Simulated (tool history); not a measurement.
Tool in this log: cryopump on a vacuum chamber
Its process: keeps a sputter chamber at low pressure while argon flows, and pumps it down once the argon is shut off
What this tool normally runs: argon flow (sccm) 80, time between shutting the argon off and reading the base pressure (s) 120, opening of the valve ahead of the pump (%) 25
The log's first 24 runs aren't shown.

run	day	argon flow (sccm)	time between shutting the argon off and reading the base pressure (s)	opening of the valve ahead of the pump (%)	hours of work since the pump was warmed up and emptied	hours of work since the cold head was overhauled	hours of work since the chamber's fittings were tightened	pressure while argon flows (Pa)	pressure after the wait (uPa)
25	38.512	80	38	16	202	875	779	0.3582	2.00
26	39.729	76	121	25	218	891	795	0.2247	1.02
27	42.012	76	121	25	249	922	826	0.2224	1.00
28	43.542	76	121	25	269	943	846	0.2223	1.06
29	44.796	60	121	42	286	959	863	0.1074	1.11
30	46.917	60	45	21	314	988	891	0.2121	1.84
31	47.983	80	80	45	329	1002	906	0.1369	1.33
32	50.179	80	80	45	358	1032	935	0.1362	1.42
33	52.538	80	25	24	390	1063	967	0.2487	2.91
34	54.758	90	120	25	419	1093	996	0.2702	1.18

Forecast each of these 4 alternatives for the next run:
A	56.100	90	120	16	437	1111	1014	?	?
B	56.100	129	22	22	437	1111	1014	?	?
C	56.100	90	89	23	437	1111	1014	?	?
D	56.100	90	214	25	437	1111	1014	?	?

run	pressure while argon flows (Pa)	pressure after the wait (uPa)
A	0.4146	1.25
B	0.4397	3.26
C	0.2938	1.36
D	0.2728	1.08
Had the tool no hidden state, the same runs would have come out as:
run	pressure while argon flows (Pa)	pressure after the wait (uPa)
A	0.3987	0.55
B	0.4169	2.56
C	0.2779	0.68
D	0.2568	0.39
